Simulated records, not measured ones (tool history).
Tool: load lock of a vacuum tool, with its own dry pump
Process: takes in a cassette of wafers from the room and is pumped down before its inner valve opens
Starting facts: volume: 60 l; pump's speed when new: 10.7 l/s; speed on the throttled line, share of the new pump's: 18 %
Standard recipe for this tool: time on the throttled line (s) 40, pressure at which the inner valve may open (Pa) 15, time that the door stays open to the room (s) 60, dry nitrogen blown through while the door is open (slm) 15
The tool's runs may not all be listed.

run    hour  time on the throttled line (s)  pressure at which the inner valve may open (Pa)  time that the door stays open to the room (s)  dry nitrogen blown through while the door is open (slm)  incoming humidity of the room's air, %  time from the closed door until the inner valve may open (s)  rise of the pressure with all valves shut (Pa/min)
  1       0                              40                                               15                                             60                                                       15                                    44.1                                                          83.4                                               0.035
  2    98.7                              40                                               15                                             60                                                       15                                    46.6                                                          83.6                                               0.026
  3   228.3                              40                                               15                                             60                                                       15                                    46.1                                                          83.7                                               0.034
  4   354.6                              40                                               15                                             60                                                       15                                    46.7                                                          83.6                                               0.032
  5   417.3                              40                                               15                                             60                                                       15                                    44.1                                                          83.7                                               0.035
  6   563.4                              40                                               15                                             60                                                       15                                    45.6                                                          83.4                                               0.035
  7   643.6                              40                                               15                                             60                                                       15                                    46.8                                                          83.2                                               0.033
  8   704.1                              40                                               15                                             60                                                       15                                    47.2                                                          83.5                                               0.034
  9   835.3                              40                                               15                                             60                                                       15                                    43.8                                                            84                                               0.034
 10   980.2                              40                                               15                                             60                                                       15                                    45.6                                                          83.4                                               0.038
 11  1066.5                              40                                               15                                             60                                                       15                                    44.2                                                          83.4                                               0.037
 12  1141.5                              40                                               15                                             60                                                       15                                    42.4                                                          83.4                                               0.039
 13  1253.5                              25                                               15                                             60                                                       15                                    45.9                                                          71.6                                               0.037
 14  1343.4                              40                                               15                                             60                                                       15                                    44.9                                                            84                                               0.039
 15  1430.4                              40                                               15                                             60                                                       15                                    47.5                                                          84.3                                               0.038
 16  1575.2                              41                                               15                                             60                                                       15                                    47.4                                                          84.3                                               0.042
 17    1681                              41                                               15                                             60                                                       38                                      44                                                          84.7                                               0.032
 18  1796.2                              40                                               11                                             60                                                       15                                    47.7                                                          85.7                                               0.048
 19  1918.5                              40                                               30                                             60                                                       15                                    46.2                                                          80.4                                                0.04
 20  2022.1                              40                                               30                                             60                                                       15                                    44.9                                                          79.8                                               0.041
 21  2114.6                              40                                               30                                             60                                                       15                                    44.6                                                          80.1                                               0.039
 22  2194.7                              40                                               30                                             60                                                       15                                    45.8                                                          79.9                                               0.041
 23  2333.9                              40                                               20                                            101                                                       34                                    42.9                                                          82.5                                                0.04
 24  2419.8                              40                                               20                                            101                                                       34                                      43                                                          82.6                                               0.042
 25  2545.3                              65                                               20                                             81                                                       31                                    47.4                                                         102.8                                               0.042
 26  2635.3                              65                                               20                                            108                                                       21                                    43.6                                                           103                                               0.044
 27  2710.5                              26                                               15                                             85                                                       15                                    42.7                                                          73.4                                               0.044
 28    2828                              20                                               15                                             63                                                       27                                    43.1                                                          67.8                                                0.04
 29  2945.2                              20                                               15                                            108                                                       27                                    47.1                                                          68.3                                               0.054
 30  3023.9                              71                                               11                                             48                                                        7                                    44.3                                                         111.4                                                0.05
 31  3110.4                              40                                               15                                             32                                                       15                                    48.3                                                          84.2                                               0.037
 32  3179.3                              40                                               17                                             60                                                       15                                      47                                                          83.3                                               0.045
 33  3245.5                              41                                               18                                            143                                                        8                                    42.6                                                            84                                               0.066
 34  3363.2                              41                                               18                                            143                                                        8                                    43.8                                                          84.9                                               0.073
 35  3464.7                              41                                               18                                            143                                                        8                                    44.6                                                          83.9                                               0.078
 36  3545.8                              33                                               17                                             60                                                       15                                    47.9                                                          78.5                                               0.048
 37  3668.2                              40                                               10                                             60                                                       26                                    43.4                                                          87.8                                               0.045

3 options for the next run, each taken on its own from the tool as it stands now. Forecast them:
  A  3755.4                              55                                               24                                             60                                                       17                                      47                                                             ?                                                   ?
  B  3755.4                              40                                               15                                            111                                                       15                                    44.7                                                             ?                                                   ?
  C  3755.4                              22                                               20                                             60                                                        8                                    44.4                                                             ?                                                   ?

run  time from the closed door until the inner valve may open (s)  rise of the pressure with all valves shut (Pa/min)
  A                                                          94.1                                               0.049
  B                                                            85                                               0.063
  C                                                          68.3                                               0.061
Take away the tool's hidden state, keep each run's random variation, and the runs would have read:
run  time from the closed door until the inner valve may open (s)  rise of the pressure with all valves shut (Pa/min)
  A                                                          92.1                                               0.024
  B                                                          82.7                                               0.038
  C                                                          65.9                                               0.036
